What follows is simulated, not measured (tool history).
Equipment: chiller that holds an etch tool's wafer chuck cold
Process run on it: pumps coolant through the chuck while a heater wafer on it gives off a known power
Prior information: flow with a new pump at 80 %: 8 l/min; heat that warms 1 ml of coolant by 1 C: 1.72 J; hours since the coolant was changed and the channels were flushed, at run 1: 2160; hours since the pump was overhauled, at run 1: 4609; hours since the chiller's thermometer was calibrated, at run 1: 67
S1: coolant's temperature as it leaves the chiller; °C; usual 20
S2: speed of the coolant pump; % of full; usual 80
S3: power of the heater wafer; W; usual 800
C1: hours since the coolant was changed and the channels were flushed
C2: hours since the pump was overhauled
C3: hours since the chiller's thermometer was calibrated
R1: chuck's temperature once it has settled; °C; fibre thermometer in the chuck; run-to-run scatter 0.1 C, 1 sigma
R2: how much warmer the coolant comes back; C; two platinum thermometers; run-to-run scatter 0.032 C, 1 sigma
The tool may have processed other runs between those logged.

Run 1, hour 0.0: usual settings; C1 2160; C2 4609; C3 67. Result: R1 27.4 °C, R2 3.54 C.
Run 2, hour 121.0: usual settings; C1 2281; C2 4730; C3 188. Result: R1 27.5 °C, R2 3.55 C.
Run 3, hour 243.8: usual settings; C1 2403; C2 4853; C3 311. Result: R1 27.4 °C, R2 3.52 C.
Run 4, hour 372.9: usual settings but S2 75 % of full; C1 2533; C2 4982; C3 440. Result: R1 27.9 °C, R2 3.82 C.
Run 5, hour 432.5: usual settings but S2 96 % of full; C1 2592; C2 5042; C3 500. Result: R1 26.4 °C, R2 2.94 C.
At hour 476.3: coolant changed, channels flushed.
Run 6, hour 518.4: usual settings; C1 42; C2 5121; C3 580. Result: R1 27.4 °C, R2 3.57 C.
Run 7, hour 623.7: usual settings; C1 147; C2 5227; C3 685. Result: R1 27.4 °C, R2 3.59 C.
Run 8, hour 752.3: usual settings but S3 1056 W; C1 276; C2 5355; C3 813. Result: R1 29.7 °C, R2 4.67 C.
Run 9, hour 863.9: usual settings but S3 1056 W; C1 388; C2 5467; C3 925. Result: R1 29.8 °C, R2 4.75 C.
Run 10, hour 969.9: usual settings but S3 1056 W; C1 494; C2 5573; C3 1031. Result: R1 29.8 °C, R2 4.78 C.
Run 11, hour 1057.4: usual settings but S3 1056 W; C1 581; C2 5660; C3 1119. Result: R1 29.8 °C, R2 4.73 C.
Run 12, hour 1159.4: usual settings but S2 64 % of full; C1 683; C2 5762; C3 1221. Result: R1 29.0 °C, R2 4.56 C.
At hour 1264.4: coolant pump overhauled.
Run 13, hour 1300.5: usual settings but S2 64 % of full; C1 819; C2 36; C3 1357. Result: R1 29.0 °C, R2 4.52 C.
Run 14, hour 1382.5: usual settings but S1 27 °C; C1 901; C2 118; C3 1439. Result: R1 34.5 °C, R2 3.70 C.
Run 15, hour 1469.0: usual settings but S1 28 °C; C1 988; C2 205; C3 1525. Result: R1 35.4 °C, R2 3.58 C.
Run 16, hour 1579.2: usual settings but S1 28 °C; C1 1098; C2 315; C3 1635. Result: R1 35.5 °C, R2 3.62 C.
Run 17, hour 1666.5: usual settings but S1 28 °C; C1 1185; C2 402; C3 1723. Result: R1 35.6 °C, R2 3.66 C.
Run 18, hour 1777.2: usual settings but S3 693 W; C1 1296; C2 513; C3 1833. Result: R1 26.4 °C, R2 3.17 C.
Run 19, hour 1892.4: usual settings but S2 96 % of full; C1 1411; C2 628; C3 1948. Result: R1 26.3 °C, R2 3.10 C.
Run 20, hour 2005.8: usual settings but S1 16 °C, S2 77 % of full; C1 1524; C2 741; C3 2062. Result: R1 23.6 °C, R2 3.81 C.
Run 21, hour 2129.8: usual settings but S1 16 °C, S2 77 % of full; C1 1649; C2 865; C3 2186. Result: R1 23.6 °C, R2 3.79 C.
Run 22, hour 2213.3: usual settings but S1 15 °C, S2 78 % of full; C1 1732; C2 949; C3 2269. Result: R1 22.6 °C, R2 3.80 C.
Run 23, hour 2336.1: usual settings but S1 15 °C, S2 78 % of full; C1 1855; C2 1072; C3 2392. Result: R1 22.5 °C, R2 3.78 C.
Run 24, hour 2417.2: usual settings but S1 23 °C, S2 85 % of full; C1 1936; C2 1153; C3 2473. Result: R1 30.0 °C, R2 3.55 C.
At hour 2529.1: chiller's thermometer calibrated.
Run 25, hour 2544.8: usual settings but S1 30 °C, S2 85 % of full, S3 569 W; C1 2062; C2 1279; C3 16. Result: R1 35.1 °C, R2 2.60 C.
Run 26, hour 2684.3: usual settings but S1 21 °C, S2 63 % of full, S3 1125 W; C1 2202; C2 1419; C3 155. Result: R1 33.9 °C, R2 6.47 C.
Run 27, hour 2813.6: usual settings but S2 71 % of full, S3 864 W; C1 2331; C2 1548; C3 284. Result: R1 29.1 °C, R2 4.51 C.
Run 28, hour 2950.0: usual settings but S1 14 °C, S2 81 % of full, S3 910 W; C1 2468; C2 1685; C3 421. Result: R1 22.4 °C, R2 4.22 C.

Run 29 has not been measured yet. What should we expect?
Run 29, hour 3088.0: usual settings but S1 14 °C, S3 845 W; C1 2606; C2 1823; C3 559. Result: R1 ?, R2 ?.

{"run 29": {"R1": 21.8, "R2": 4.02}}
On a tool with no hidden condition, and with the same random variation, this run would have come out at R1 21.8 °C, R2 3.71 C.
